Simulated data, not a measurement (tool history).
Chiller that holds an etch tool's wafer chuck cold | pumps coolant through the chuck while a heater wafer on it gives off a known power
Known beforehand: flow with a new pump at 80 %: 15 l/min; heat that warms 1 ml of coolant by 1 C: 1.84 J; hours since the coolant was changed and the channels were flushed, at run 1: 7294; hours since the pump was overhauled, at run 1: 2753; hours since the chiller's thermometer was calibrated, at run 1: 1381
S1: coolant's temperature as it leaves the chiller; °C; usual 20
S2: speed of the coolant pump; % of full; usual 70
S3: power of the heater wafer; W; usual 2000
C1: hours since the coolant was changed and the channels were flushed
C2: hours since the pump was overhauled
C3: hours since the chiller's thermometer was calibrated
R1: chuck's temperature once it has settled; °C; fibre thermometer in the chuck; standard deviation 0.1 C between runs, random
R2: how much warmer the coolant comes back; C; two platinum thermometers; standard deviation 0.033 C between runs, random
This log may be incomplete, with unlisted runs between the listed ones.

run	day	S1	S2	S3	C1	C2	C3	R1	R2
1	0	20	70	2000	7294	2753	1381	44.1	5.12
2	3.262	20	70	2000	7372	2831	1459	44.3	5.04
3	6.404	10	70	2000	7448	2906	1535	34.2	5.11
4	8.25	20	84	2000	7492	2950	1579	41.3	4.26
5	11.342	20	70	2000	7566	3025	1653	44.5	5.1
# day 12.138: coolant changed, channels flushed
6	15.196	20	71	2000	73	3111	1740	41	5.02
7	16.929	20	71	1658	115	3153	1782	37.6	4.15
8	19.354	20	71	1658	173	3211	1840	37.6	4.18
9	23.283	20	96	1249	268	3305	1934	30.3	2.41
10	25.296	10	69	2123	316	3354	1982	33.2	5.53
11	29.3	12	70	2993	412	3450	2078	44.2	7.58
12	33.192	13	97	2074	505	3543	2172	30.3	3.88

What does the tool deliver on the next run?
13	34.958	20	82	1475	548	3586	2214	?	?

Run 13 gave R1 34.2 °C, R2 3.19 C.
On a tool with no hidden condition, and with the same random variation, this run would have come out at R1 33.8 °C, R2 3.08 C.

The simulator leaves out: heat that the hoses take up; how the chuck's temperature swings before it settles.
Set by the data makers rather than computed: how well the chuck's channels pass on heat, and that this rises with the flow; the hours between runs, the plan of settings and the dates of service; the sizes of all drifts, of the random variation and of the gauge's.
